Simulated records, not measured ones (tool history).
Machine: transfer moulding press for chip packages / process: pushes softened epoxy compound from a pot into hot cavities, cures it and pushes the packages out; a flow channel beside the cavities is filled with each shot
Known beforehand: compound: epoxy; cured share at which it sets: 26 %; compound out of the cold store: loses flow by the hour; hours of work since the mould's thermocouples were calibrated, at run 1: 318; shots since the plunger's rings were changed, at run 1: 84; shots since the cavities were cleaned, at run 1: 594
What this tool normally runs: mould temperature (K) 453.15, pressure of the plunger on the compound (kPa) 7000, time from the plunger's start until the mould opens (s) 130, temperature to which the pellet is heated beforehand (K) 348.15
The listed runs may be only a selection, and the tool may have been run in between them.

run,hour,mould temperature (K),pressure of the plunger on the compound (kPa),time from the plunger's start until the mould opens (s),temperature to which the pellet is heated beforehand (K),hours of work since the mould's thermocouples were calibrated,shots since the plunger's rings were changed,shots since the cavities were cleaned,incoming compound's hours out of the cold store,length that the compound runs in the flow channel (mm),greatest force on the pins that push the packages out (N)
1,0.0,453.15,7000,130,348.15,318,84,594,40.9,535,299
# hour 12.1: cavities cleaned with cleaning compound and waxed
2,18.5,453.15,7000,130,348.15,329,246,61,29.3,549,250
3,32.7,453.15,7000,163,348.15,338,380,195,23.6,560,199
4,43.4,453.15,7000,130,348.15,345,481,296,32.6,549,280
5,56.5,453.15,7000,130,358.15,353,605,420,34.4,543,271
6,72.5,453.15,7000,130,358.15,364,757,572,16.3,570,302
# hour 87.0: cavities cleaned with cleaning compound and waxed
7,88.1,453.15,7000,130,358.15,373,889,9,21.2,560,236
8,106.5,453.15,7000,130,340.15,385,1064,184,17.9,558,267
9,118.8,458.15,7000,130,340.15,393,1181,301,36.5,514,215
10,133.4,458.15,7000,130,340.15,402,1319,439,10.5,555,244
# hour 140.8: mould's thermocouples calibrated
11,152.3,458.15,7000,130,340.15,7,1479,599,23.8,523,255
# hour 163.4: cavities cleaned with cleaning compound and waxed
12,172.2,458.15,7000,130,340.15,19,1652,83,13.5,547,202
13,195.0,448.15,7000,130,348.15,34,1868,299,13.7,580,393
14,218.6,450.15,7000,126,354.15,49,2091,522,12.8,569,370
# hour 237.5: cavities cleaned with cleaning compound and waxed
15,238.1,460.15,7000,149,348.15,61,2262,5,39.7,490,175
16,255.0,453.15,7000,154,342.15,72,2422,165,22.1,544,212
17,270.9,453.15,7000,154,342.15,82,2573,316,32.2,526,219
# hour 274.8: plunger's sealing rings changed
18,294.5,453.15,5790,130,341.15,96,186,515,42.1,486,276
19,305.8,453.15,5790,160,344.15,103,293,622,23.9,512,237
# hour 315.1: cavities cleaned with cleaning compound and waxed
20,323.5,453.15,5790,160,344.15,114,446,79,30.2,492,199
21,334.4,452.15,8550,160,344.15,121,549,182,43.0,584,200
22,352.0,456.15,8130,120,352.15,132,716,349,40.6,562,269
23,375.6,453.15,7910,144,348.15,147,939,572,24.5,580,260

Below are 3 alternative next runs, each starting from the tool's condition after run 23. Predict each:
# hour 390.7: cavities cleaned with cleaning compound and waxed
A,398.8,453.15,7000,130,352.15,162,1145,77,44.8,?,?
# hour 390.7: cavities cleaned with cleaning compound and waxed
B,398.8,453.15,7910,144,348.15,162,1145,77,9.8,?,?
# hour 390.7: cavities cleaned with cleaning compound and waxed
C,398.8,460.15,7910,127,355.15,162,1145,77,13.2,?,?

run,length that the compound runs in the flow channel (mm),greatest force on the pins that push the packages out (N)
A,518,244
B,611,222
C,587,211
Without the tool's unlogged condition, the same runs would have read:
run,length that the compound runs in the flow channel (mm),greatest force on the pins that push the packages out (N)
A,529,229
B,625,208
C,600,199

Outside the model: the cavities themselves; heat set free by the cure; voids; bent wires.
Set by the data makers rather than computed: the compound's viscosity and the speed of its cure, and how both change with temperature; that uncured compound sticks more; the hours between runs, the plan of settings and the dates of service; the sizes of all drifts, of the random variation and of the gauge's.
